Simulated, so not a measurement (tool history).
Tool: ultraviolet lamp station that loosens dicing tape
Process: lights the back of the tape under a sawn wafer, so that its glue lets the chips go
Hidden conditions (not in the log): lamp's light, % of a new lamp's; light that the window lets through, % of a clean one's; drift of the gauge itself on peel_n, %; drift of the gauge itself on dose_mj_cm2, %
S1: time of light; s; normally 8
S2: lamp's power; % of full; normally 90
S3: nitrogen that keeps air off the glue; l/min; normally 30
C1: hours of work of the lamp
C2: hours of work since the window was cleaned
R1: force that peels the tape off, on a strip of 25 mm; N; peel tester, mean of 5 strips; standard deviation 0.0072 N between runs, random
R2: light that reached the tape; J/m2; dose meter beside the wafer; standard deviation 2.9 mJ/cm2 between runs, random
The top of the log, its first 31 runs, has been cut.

| run | day | S1 | S2 | S3 | C1 | C2 | R1 | R2 |
|---|---|---|---|---|---|---|---|---|
| 32 | 57.808 | 4 | 90 | 31 | 253 | 630 | 1.025 | 1770 |
|  | 58.162 | window cleaned of glue's vapour |
| 33 | 59.921 | 7 | 84 | 15 | 292 | 33 | 0.53 | 3140 |
| 34 | 62.279 | 13 | 84 | 19 | 336 | 77 | 0.259 | 5770 |
| 35 | 63.55 | 13 | 84 | 19 | 360 | 101 | 0.239 | 5700 |
| 36 | 65.696 | 7 | 63 | 10 | 400 | 141 | 1.215 | 2280 |
| 37 | 67.288 | 7 | 63 | 10 | 430 | 171 | 1.263 | 2260 |
| 38 | 68.758 | 9 | 84 | 24 | 458 | 198 | 0.321 | 3760 |
| 39 | 70.733 | 11 | 94 | 30 | 495 | 235 | 0.235 | 5050 |
| 40 | 73.162 | 6 | 79 | 48 | 540 | 281 | 0.566 | 2290 |

Each row is a separate what-if for the run after 40, all from the same tool condition, not one after another. Results?
| A | 74.95 | 8 | 72 | 25 | 574 | 314 | ? | ? |
| B | 74.95 | 11 | 73 | 48 | 574 | 314 | ? | ? |
| C | 74.95 | 6 | 85 | 17 | 574 | 314 | ? | ? |

| run | R1 | R2 |
|---|---|---|
| A | 0.542 | 2680 |
| B | 0.275 | 3760 |
| C | 0.802 | 2390 |
Without the tool's unlogged condition, the same runs would have read:
| run | R1 | R2 |
|---|---|---|
| A | 0.372 | 3380 |
| B | 0.245 | 4740 |
| C | 0.525 | 3010 |
